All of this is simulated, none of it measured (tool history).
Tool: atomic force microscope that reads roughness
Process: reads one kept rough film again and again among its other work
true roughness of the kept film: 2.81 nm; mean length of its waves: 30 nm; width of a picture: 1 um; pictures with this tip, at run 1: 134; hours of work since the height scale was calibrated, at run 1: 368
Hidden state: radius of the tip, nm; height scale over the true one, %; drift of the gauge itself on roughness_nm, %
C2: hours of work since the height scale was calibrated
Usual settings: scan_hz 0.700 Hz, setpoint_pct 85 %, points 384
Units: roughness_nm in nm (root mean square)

Run 1, hour 0.0: usual settings; pictures with this tip 134; C2 368. Result: roughness_nm 2.415 nm (root mean square).
At hour 3.8: new tip fitted.
Run 2, hour 12.3: usual settings; pictures with this tip 7; C2 374. Result: roughness_nm 2.443 nm (root mean square).
Run 3, hour 21.0: usual settings; pictures with this tip 15; C2 378. Result: roughness_nm 2.433 nm (root mean square).
Run 4, hour 35.1: usual settings but setpoint_pct 79 %; pictures with this tip 27; C2 384. Result: roughness_nm 2.457 nm (root mean square).
Run 5, hour 52.8: usual settings but setpoint_pct 79 %; pictures with this tip 43; C2 392. Result: roughness_nm 2.479 nm (root mean square).
Run 6, hour 64.9: usual settings but setpoint_pct 79 %; pictures with this tip 53; C2 397. Result: roughness_nm 2.466 nm (root mean square).
Run 7, hour 85.5: usual settings but setpoint_pct 79 %; pictures with this tip 71; C2 407. Result: roughness_nm 2.464 nm (root mean square).
Run 8, hour 100.4: usual settings but setpoint_pct 79 %; pictures with this tip 84; C2 413. Result: roughness_nm 2.458 nm (root mean square).
Run 9, hour 115.9: usual settings; pictures with this tip 98; C2 420. Result: roughness_nm 2.404 nm (root mean square).
Run 10, hour 128.3: usual settings; pictures with this tip 108; C2 426. Result: roughness_nm 2.403 nm (root mean square).
Run 11, hour 137.9: usual settings but points 964; pictures with this tip 117; C2 430. Result: roughness_nm 2.428 nm (root mean square).
Run 12, hour 146.7: usual settings but points 964; pictures with this tip 124; C2 434. Result: roughness_nm 2.423 nm (root mean square).
At hour 161.4: new tip fitted.
Run 13, hour 167.8: usual settings but scan_hz 0.905 Hz; pictures with this tip 5; C2 443. Result: roughness_nm 2.382 nm (root mean square).
Run 14, hour 184.3: usual settings but scan_hz 0.732 Hz, setpoint_pct 59 %, points 770; pictures with this tip 20; C2 450. Result: roughness_nm 2.536 nm (root mean square).
Run 15, hour 204.6: usual settings but scan_hz 2.828 Hz, points 531; pictures with this tip 37; C2 460. Result: roughness_nm 2.082 nm (root mean square).
Run 16, hour 217.5: usual settings but scan_hz 2.828 Hz, points 531; pictures with this tip 49; C2 465. Result: roughness_nm 2.087 nm (root mean square).
Run 17, hour 236.7: usual settings but scan_hz 1.423 Hz, setpoint_pct 89 %, points 987; pictures with this tip 65; C2 474. Result: roughness_nm 2.273 nm (root mean square).

3 ways to go on from here, each from the tool as it stands after run 17. What would each give?
Run A, hour 252.2: usual settings but points 892; pictures with this tip 79; C2 481. Result: roughness_nm ?.
Run B, hour 252.2: usual settings but scan_hz 1.952 Hz, setpoint_pct 65 %, points 406; pictures with this tip 79; C2 481. Result: roughness_nm ?.
Run C, hour 252.2: usual settings but scan_hz 3.411 Hz, setpoint_pct 80 %, points 292; pictures with this tip 79; C2 481. Result: roughness_nm ?.

run  roughness_nm
  A         2.429
  B         2.425
  C         2.103
Without the tool's hidden state the same runs would have given:
run  roughness_nm
  A         2.432
  B         2.428
  C         2.106
